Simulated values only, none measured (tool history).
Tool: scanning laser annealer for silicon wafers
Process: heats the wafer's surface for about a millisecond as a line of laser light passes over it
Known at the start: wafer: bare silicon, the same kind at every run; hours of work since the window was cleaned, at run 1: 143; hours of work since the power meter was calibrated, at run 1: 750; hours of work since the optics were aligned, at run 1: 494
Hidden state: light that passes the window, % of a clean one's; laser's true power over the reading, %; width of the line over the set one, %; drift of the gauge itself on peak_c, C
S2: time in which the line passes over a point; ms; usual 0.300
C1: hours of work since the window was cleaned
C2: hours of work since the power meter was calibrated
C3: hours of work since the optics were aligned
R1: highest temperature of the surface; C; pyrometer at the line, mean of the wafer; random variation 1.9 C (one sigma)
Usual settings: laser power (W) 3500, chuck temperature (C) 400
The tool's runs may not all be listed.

{"run": 1, "hour": 0.0, "laser power (W)": 3500, "S2": 0.3, "chuck temperature (C)": 400, "C1": 143, "C2": 750, "C3": 494, "R1": 1097}
{"run": 2, "hour": 21.5, "laser power (W)": 3500, "S2": 0.3, "chuck temperature (C)": 400, "C1": 155, "C2": 762, "C3": 506, "R1": 1093}
{"run": 3, "hour": 62.4, "laser power (W)": 3500, "S2": 0.3, "chuck temperature (C)": 400, "C1": 179, "C2": 786, "C3": 530, "R1": 1090}
{"run": 4, "hour": 92.8, "laser power (W)": 3500, "S2": 0.3, "chuck temperature (C)": 400, "C1": 196, "C2": 804, "C3": 547, "R1": 1090}
{"run": 5, "hour": 114.0, "laser power (W)": 3849, "S2": 0.3, "chuck temperature (C)": 400, "C1": 209, "C2": 816, "C3": 560, "R1": 1150}
{"run": 6, "hour": 156.3, "laser power (W)": 3849, "S2": 0.266, "chuck temperature (C)": 400, "C1": 233, "C2": 840, "C3": 584, "R1": 1106}
{"run": 7, "hour": 188.8, "laser power (W)": 3849, "S2": 0.266, "chuck temperature (C)": 400, "C1": 252, "C2": 859, "C3": 603, "R1": 1102}
{"run": 8, "hour": 235.7, "laser power (W)": 3500, "S2": 0.3, "chuck temperature (C)": 400, "C1": 279, "C2": 886, "C3": 630, "R1": 1080}
{"run": 9, "hour": 258.7, "laser power (W)": 3500, "S2": 0.354, "chuck temperature (C)": 400, "C1": 293, "C2": 900, "C3": 643, "R1": 1138}
{"run": 10, "hour": 289.8, "laser power (W)": 3500, "S2": 0.354, "chuck temperature (C)": 400, "C1": 311, "C2": 918, "C3": 661, "R1": 1134}
{"run": 11, "hour": 315.6, "laser power (W)": 3500, "S2": 0.354, "chuck temperature (C)": 400, "C1": 325, "C2": 933, "C3": 676, "R1": 1129}
{"run": 12, "hour": 354.0, "laser power (W)": 3500, "S2": 0.354, "chuck temperature (C)": 400, "C1": 348, "C2": 955, "C3": 699, "R1": 1127}
{"run": 13, "hour": 385.8, "laser power (W)": 3500, "S2": 0.354, "chuck temperature (C)": 400, "C1": 366, "C2": 973, "C3": 717, "R1": 1123}
{"hour": 423.5, "done": "window over the wafer cleaned"}
{"run": 14, "hour": 427.8, "laser power (W)": 3500, "S2": 0.326, "chuck temperature (C)": 400, "C1": 2, "C2": 996, "C3": 740, "R1": 1136}
{"run": 15, "hour": 451.0, "laser power (W)": 3500, "S2": 0.267, "chuck temperature (C)": 400, "C1": 16, "C2": 1010, "C3": 754, "R1": 1068}
{"run": 16, "hour": 490.7, "laser power (W)": 3500, "S2": 0.267, "chuck temperature (C)": 400, "C1": 39, "C2": 1033, "C3": 777, "R1": 1067}
{"run": 17, "hour": 514.3, "laser power (W)": 3500, "S2": 0.3, "chuck temperature (C)": 400, "C1": 53, "C2": 1046, "C3": 790, "R1": 1102}
{"hour": 543.9, "done": "optics aligned, line set to its width"}
{"run": 18, "hour": 550.6, "laser power (W)": 3500, "S2": 0.3, "chuck temperature (C)": 400, "C1": 71, "C2": 1065, "C3": 4, "R1": 1112}
{"run": 19, "hour": 590.1, "laser power (W)": 3500, "S2": 0.3, "chuck temperature (C)": 415, "C1": 94, "C2": 1088, "C3": 27, "R1": 1127}
{"run": 20, "hour": 619.2, "laser power (W)": 3500, "S2": 0.3, "chuck temperature (C)": 435, "C1": 110, "C2": 1104, "C3": 44, "R1": 1140}
{"run": 21, "hour": 651.2, "laser power (W)": 3500, "S2": 0.3, "chuck temperature (C)": 394, "C1": 129, "C2": 1123, "C3": 62, "R1": 1094}
{"run": 22, "hour": 691.8, "laser power (W)": 3184, "S2": 0.344, "chuck temperature (C)": 424, "C1": 152, "C2": 1146, "C3": 86, "R1": 1107}
{"run": 23, "hour": 714.1, "laser power (W)": 3184, "S2": 0.344, "chuck temperature (C)": 424, "C1": 165, "C2": 1159, "C3": 99, "R1": 1107}
{"run": 24, "hour": 735.5, "laser power (W)": 3820, "S2": 0.286, "chuck temperature (C)": 400, "C1": 178, "C2": 1172, "C3": 111, "R1": 1137}
{"run": 25, "hour": 776.4, "laser power (W)": 3390, "S2": 0.3, "chuck temperature (C)": 380, "C1": 201, "C2": 1195, "C3": 135, "R1": 1054}
{"run": 26, "hour": 819.5, "laser power (W)": 3382, "S2": 0.225, "chuck temperature (C)": 418, "C1": 226, "C2": 1220, "C3": 160, "R1": 998}
{"run": 27, "hour": 854.8, "laser power (W)": 3764, "S2": 0.269, "chuck temperature (C)": 415, "C1": 247, "C2": 1241, "C3": 180, "R1": 1110}
{"run": 28, "hour": 877.8, "laser power (W)": 3125, "S2": 0.211, "chuck temperature (C)": 400, "C1": 260, "C2": 1254, "C3": 193, "R1": 926}
{"run": 29, "hour": 913.5, "laser power (W)": 3125, "S2": 0.211, "chuck temperature (C)": 400, "C1": 281, "C2": 1275, "C3": 214, "R1": 924}
{"run": 30, "hour": 949.1, "laser power (W)": 3500, "S2": 0.368, "chuck temperature (C)": 400, "C1": 301, "C2": 1295, "C3": 235, "R1": 1152}
{"run": 31, "hour": 994.9, "laser power (W)": 3500, "S2": 0.362, "chuck temperature (C)": 387, "C1": 328, "C2": 1322, "C3": 261, "R1": 1128}
{"run": 32, "hour": 1026.4, "laser power (W)": 3648, "S2": 0.307, "chuck temperature (C)": 423, "C1": 346, "C2": 1340, "C3": 279, "R1": 1135}
{"run": 33, "hour": 1051.1, "laser power (W)": 3648, "S2": 0.307, "chuck temperature (C)": 423, "C1": 360, "C2": 1354, "C3": 294, "R1": 1130}
{"run": 34, "hour": 1071.6, "laser power (W)": 3505, "S2": 0.235, "chuck temperature (C)": 435, "C1": 372, "C2": 1366, "C3": 306, "R1": 1035}
{"hour": 1098.9, "done": "window over the wafer cleaned"}
{"run": 35, "hour": 1113.8, "laser power (W)": 3505, "S2": 0.235, "chuck temperature (C)": 435, "C1": 9, "C2": 1389, "C3": 329, "R1": 1071}
{"run": 36, "hour": 1143.3, "laser power (W)": 3097, "S2": 0.378, "chuck temperature (C)": 362, "C1": 26, "C2": 1407, "C3": 346, "R1": 1073}
{"run": 37, "hour": 1176.9, "laser power (W)": 3097, "S2": 0.378, "chuck temperature (C)": 362, "C1": 45, "C2": 1426, "C3": 365, "R1": 1065}
{"run": 38, "hour": 1214.3, "laser power (W)": 3097, "S2": 0.378, "chuck temperature (C)": 362, "C1": 67, "C2": 1448, "C3": 387, "R1": 1066}
{"run": 39, "hour": 1254.1, "laser power (W)": 3651, "S2": 0.378, "chuck temperature (C)": 373, "C1": 90, "C2": 1471, "C3": 410, "R1": 1184}
{"run": 40, "hour": 1289.7, "laser power (W)": 3801, "S2": 0.302, "chuck temperature (C)": 373, "C1": 110, "C2": 1491, "C3": 431, "R1": 1129}
{"run": 41, "hour": 1329.0, "laser power (W)": 3801, "S2": 0.302, "chuck temperature (C)": 417, "C1": 133, "C2": 1514, "C3": 453, "R1": 1171}

Forecast each of these 4 alternatives for the next run:
{"run": "A", "hour": 1358.3, "laser power (W)": 3500, "S2": 0.3, "chuck temperature (C)": 405, "C1": 150, "C2": 1531, "C3": 470, "R1": "?"}
{"run": "B", "hour": 1358.3, "laser power (W)": 3634, "S2": 0.346, "chuck temperature (C)": 394, "C1": 150, "C2": 1531, "C3": 470, "R1": "?"}
{"run": "C", "hour": 1358.3, "laser power (W)": 3801, "S2": 0.302, "chuck temperature (C)": 387, "C1": 150, "C2": 1531, "C3": 470, "R1": "?"}
{"run": "D", "hour": 1358.3, "laser power (W)": 3811, "S2": 0.311, "chuck temperature (C)": 364, "C1": 150, "C2": 1531, "C3": 470, "R1": "?"}

run=A R1=1100
run=B R1=1159
run=C R1=1134
run=D R1=1128
Without the tool's hidden state the same runs would have given:
run=A R1=1127
run=B R1=1189
run=C R1=1164
run=D R1=1157
